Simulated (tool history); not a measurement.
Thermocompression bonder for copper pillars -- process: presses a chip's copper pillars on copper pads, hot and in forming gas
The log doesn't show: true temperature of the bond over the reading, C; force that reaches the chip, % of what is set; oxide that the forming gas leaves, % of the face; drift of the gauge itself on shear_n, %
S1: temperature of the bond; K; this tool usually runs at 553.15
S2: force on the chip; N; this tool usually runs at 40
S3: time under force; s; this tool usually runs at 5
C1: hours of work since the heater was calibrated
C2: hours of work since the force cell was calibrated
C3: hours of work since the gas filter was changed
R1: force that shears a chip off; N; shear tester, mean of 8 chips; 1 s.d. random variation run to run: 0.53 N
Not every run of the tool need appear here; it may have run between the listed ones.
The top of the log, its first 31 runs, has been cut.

run 32 hour=1233.5 | S1=566.15 S2=33 S3=5 | C1=674 C2=1130 C3=88 | R1=59.9
run 33 hour=1281 | S1=526.15 S2=40 S3=4 | C1=695 C2=1151 C3=108 | R1=35.8
run 34 hour=1332.8 | S1=526.15 S2=40 S3=4 | C1=717 C2=1173 C3=130 | R1=35
run 35 hour=1361.8 | S1=561.15 S2=41 S3=4 | C1=729 C2=1185 C3=143 | R1=60.1
run 36 hour=1386.4 | S1=568.15 S2=40 S3=5 | C1=739 C2=1195 C3=153 | R1=68.1
run 37 hour=1413.5 | S1=561.15 S2=33 S3=8 | C1=751 C2=1207 C3=165 | R1=62.9
run 38 hour=1459.4 | S1=540.15 S2=28 S3=6 | C1=770 C2=1227 C3=184 | R1=37.5
run 39 hour=1495 | S1=540.15 S2=28 S3=6 | C1=786 C2=1242 C3=199 | R1=36.7
run 40 hour=1538.8 | S1=564.15 S2=46 S3=5 | C1=804 C2=1260 C3=218 | R1=68.5

4 options for the next run, each taken on its own from the tool as it stands now. Forecast them:
run A hour=1594.5 | S1=559.15 S2=57 S3=5 | C1=828 C2=1284 C3=241 | R1=?
run B hour=1594.5 | S1=553.15 S2=40 S3=3 | C1=828 C2=1284 C3=241 | R1=?
run C hour=1594.5 | S1=529.15 S2=37 S3=8 | C1=828 C2=1284 C3=241 | R1=?
run D hour=1594.5 | S1=553.15 S2=24 S3=5 | C1=828 C2=1284 C3=241 | R1=?

run=A R1=73.3
run=B R1=48.1
run=C R1=43.1
run=D R1=36.8
Stripped of hidden state, with their random variation kept, the same runs would have yielded:
run=A R1=82.1
run=B R1=56.4
run=C R1=51.2
run=D R1=43.8
